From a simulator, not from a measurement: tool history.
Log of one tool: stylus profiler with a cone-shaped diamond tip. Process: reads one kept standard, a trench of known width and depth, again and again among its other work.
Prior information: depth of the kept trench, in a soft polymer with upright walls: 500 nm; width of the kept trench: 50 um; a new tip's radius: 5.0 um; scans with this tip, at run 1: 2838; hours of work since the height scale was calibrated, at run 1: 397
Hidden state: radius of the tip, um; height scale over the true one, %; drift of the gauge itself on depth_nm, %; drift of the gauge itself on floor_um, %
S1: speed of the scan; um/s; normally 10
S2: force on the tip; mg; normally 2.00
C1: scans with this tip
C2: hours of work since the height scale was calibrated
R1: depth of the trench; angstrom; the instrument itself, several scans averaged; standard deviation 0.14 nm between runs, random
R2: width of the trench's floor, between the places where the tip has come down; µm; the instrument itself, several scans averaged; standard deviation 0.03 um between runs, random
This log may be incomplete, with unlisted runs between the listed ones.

run,hour,S1,S2,C1,C2,R1,R2
1,0.0,10,2.00,2838,397,5030.1,44.64
2,53.7,10,2.00,3043,426,5029.8,44.59
3,113.1,10,2.00,3270,458,5030.3,44.52
4,153.3,6,2.00,3424,479,5033.6,44.45
5,227.8,6,2.00,3708,519,5031.0,44.40
6,278.4,10,3.18,3902,546,5041.7,44.33
7,335.6,10,3.18,4120,577,5042.4,44.21
8,412.3,10,3.18,4413,618,5042.8,44.15
9,468.4,10,2.94,4628,648,5042.1,44.11
10,546.5,10,2.94,4926,690,5042.7,44.03
11,606.3,10,2.25,5154,722,5037.2,43.92
12,680.0,10,2.00,5436,761,5035.7,43.82
13,736.9,10,0.88,5653,791,5027.2,43.75
14,813.7,10,3.18,5946,833,5048.0,43.75
15,874.0,10,3.18,6177,865,5047.4,43.64
16,918.9,10,3.18,6349,889,5048.0,43.60
17,992.9,10,3.18,6631,928,5046.8,43.48
18,1073.4,10,3.18,6939,971,5047.7,43.37
19,1141.4,10,3.18,7198,1008,5047.9,43.28
20,1197.2,10,3.18,7411,1038,5051.2,43.32
21,1237.5,10,2.00,7565,1059,5041.1,43.23
22,1282.5,24,1.44,7738,1083,5035.0,43.14
23,1334.0,2,1.30,7934,1111,5035.6,43.12
24,1381.5,25,2.00,8116,1136,5041.7,43.07
25,1450.0,2,2.00,8377,1173,5044.0,43.03
26,1509.5,40,1.68,8604,1205,5039.4,42.88
27,1594.7,12,2.11,8930,1250,5044.7,42.92
28,1631.3,12,2.11,9070,1270,5044.4,42.81
29,1680.6,2,1.59,9258,1296,5040.6,42.79
30,1748.6,7,1.66,9518,1333,5043.6,42.72
31,1804.2,17,2.00,9730,1362,5048.0,42.67
32,1842.4,4,1.91,9876,1383,5045.3,42.62
33,1917.2,4,1.91,10162,1423,5047.7,42.58
34,2003.2,4,2.15,10490,1469,5046.2,42.51
# hour 2029.3: new tip fitted, height scale calibrated
35,2044.6,3,2.00,58,8,5026.0,45.60
36,2094.0,3,2.00,247,35,5023.8,45.59
37,2131.9,18,5.06,392,55,5049.7,45.48
38,2212.0,18,5.06,698,98,5048.2,45.37
39,2254.8,18,5.06,861,121,5048.1,45.24
40,2335.0,5,1.59,1167,163,5023.0,45.18
41,2386.4,10,0.83,1364,191,5016.8,45.08

How the hidden state differs across the entries between the runs, from the last listed run before each to the first after it:
Run 34 -> run 35: new tip fitted, height scale calibrated (hour 2029.3)
  radius of the tip, um: 14.3 -> 5.05; height scale over the true one, %: 0.438 -> -0.012
  measured less the result without the state, R1: +22.0 -> -0.6 angstrom; R2: -3.13 -> -0.02 µm
